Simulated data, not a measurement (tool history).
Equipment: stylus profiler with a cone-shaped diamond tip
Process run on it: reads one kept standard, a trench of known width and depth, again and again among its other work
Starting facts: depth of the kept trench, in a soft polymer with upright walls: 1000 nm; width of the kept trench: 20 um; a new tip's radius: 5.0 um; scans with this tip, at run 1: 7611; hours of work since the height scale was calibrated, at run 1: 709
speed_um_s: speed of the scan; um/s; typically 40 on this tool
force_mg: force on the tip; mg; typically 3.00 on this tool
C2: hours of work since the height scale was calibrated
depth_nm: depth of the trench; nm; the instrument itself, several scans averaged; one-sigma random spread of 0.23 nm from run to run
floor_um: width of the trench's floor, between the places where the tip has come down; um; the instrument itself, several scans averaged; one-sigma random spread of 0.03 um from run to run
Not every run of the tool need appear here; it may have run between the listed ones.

run 1 day=0.000 | speed_um_s=40 force_mg=3.00 | scans_with_this_tip=7611 C2=709 | depth_nm=1016.42 floor_um=11.40
run 2 day=3.492 | speed_um_s=40 force_mg=3.00 | scans_with_this_tip=8066 C2=751 | depth_nm=1016.74 floor_um=11.30
run 3 day=7.654 | speed_um_s=40 force_mg=3.00 | scans_with_this_tip=8608 C2=801 | depth_nm=1016.89 floor_um=11.15
run 4 day=11.904 | speed_um_s=40 force_mg=3.00 | scans_with_this_tip=9161 C2=853 | depth_nm=1017.47 floor_um=10.98
run 5 day=16.750 | speed_um_s=40 force_mg=3.00 | scans_with_this_tip=9792 C2=912 | depth_nm=1017.28 floor_um=10.79
run 6 day=21.775 | speed_um_s=24 force_mg=6.05 | scans_with_this_tip=10446 C2=973 | depth_nm=1025.77 floor_um=10.74
run 7 day=24.696 | speed_um_s=13 force_mg=3.98 | scans_with_this_tip=10827 C2=1008 | depth_nm=1020.52 floor_um=10.67

Run 8, settings as shown, results not yet in. Your forecast:
run 8 day=30.075 | speed_um_s=66 force_mg=1.03 | scans_with_this_tip=11527 C2=1073 | depth_nm=? floor_um=?

depth_nm: 1010.98 nm
floor_um: 9.99 um
Were there no unlogged condition in the tool, this run, its random variation unchanged, would have produced depth_nm 1006.81 nm, floor_um 13.41 um.

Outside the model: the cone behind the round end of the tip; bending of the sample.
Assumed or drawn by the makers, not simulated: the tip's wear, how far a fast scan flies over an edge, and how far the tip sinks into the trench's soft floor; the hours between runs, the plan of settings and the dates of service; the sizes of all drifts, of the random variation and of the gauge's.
